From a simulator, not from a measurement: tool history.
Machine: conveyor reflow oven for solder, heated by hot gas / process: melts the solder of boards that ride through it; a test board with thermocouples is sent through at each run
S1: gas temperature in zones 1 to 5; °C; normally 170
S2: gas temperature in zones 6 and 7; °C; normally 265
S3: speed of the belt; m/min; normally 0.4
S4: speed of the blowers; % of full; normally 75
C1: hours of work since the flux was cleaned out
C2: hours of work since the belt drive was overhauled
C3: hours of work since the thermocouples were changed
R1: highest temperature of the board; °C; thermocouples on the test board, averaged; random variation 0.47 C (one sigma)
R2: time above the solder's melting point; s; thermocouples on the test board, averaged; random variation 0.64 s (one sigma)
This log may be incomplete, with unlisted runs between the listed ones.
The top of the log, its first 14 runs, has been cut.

run 15 hour=676.4 | S1=170 S2=265 S3=0.4 S4=69 | C1=129 C2=1566 C3=742 | R1=252.3 R2=68.6
run 16 hour=724 | S1=170 S2=265 S3=0.331 S4=69 | C1=163 C2=1600 C3=776 | R1=256.7 R2=91.4
-- hour=734.4 belt drive overhauled, speed set with a stopwatch
-- hour=787.7 flux residue cleaned out of gas plates and filters
run 17 hour=802 | S1=170 S2=265 S3=0.331 S4=69 | C1=10 C2=46 C3=826 | R1=258.7 R2=91.9
run 18 hour=862.3 | S1=168 S2=265 S3=0.351 S4=64 | C1=54 C2=89 C3=870 | R1=255.8 R2=83.1
-- hour=870.3 belt drive overhauled, speed set with a stopwatch, once more
run 19 hour=905.3 | S1=162 S2=265 S3=0.451 S4=74 | C1=83 C2=25 C3=899 | R1=247.2 R2=50.2
run 20 hour=970.4 | S1=162 S2=265 S3=0.451 S4=74 | C1=130 C2=73 C3=946 | R1=247.2 R2=50.6
run 21 hour=1023.5 | S1=179 S2=276 S3=0.351 S4=50 | C1=169 C2=111 C3=985 | R1=263.8 R2=88.1
-- hour=1077.1 flux residue cleaned out of gas plates and filters
run 22 hour=1079.9 | S1=179 S2=276 S3=0.351 S4=50 | C1=2 C2=149 C3=1022 | R1=264.2 R2=88.5

The next listed run, before its measurement:
run 23 hour=1110.8 | S1=179 S2=254 S3=0.351 S4=66 | C1=25 C2=171 C3=1045 | R1=? R2=?

{"run 23": {"R1": 247.3, "R2": 76.1}}
The same run, on a tool lacking any hidden state, would have yielded R1 244.7 °C, R2 73.2 s.
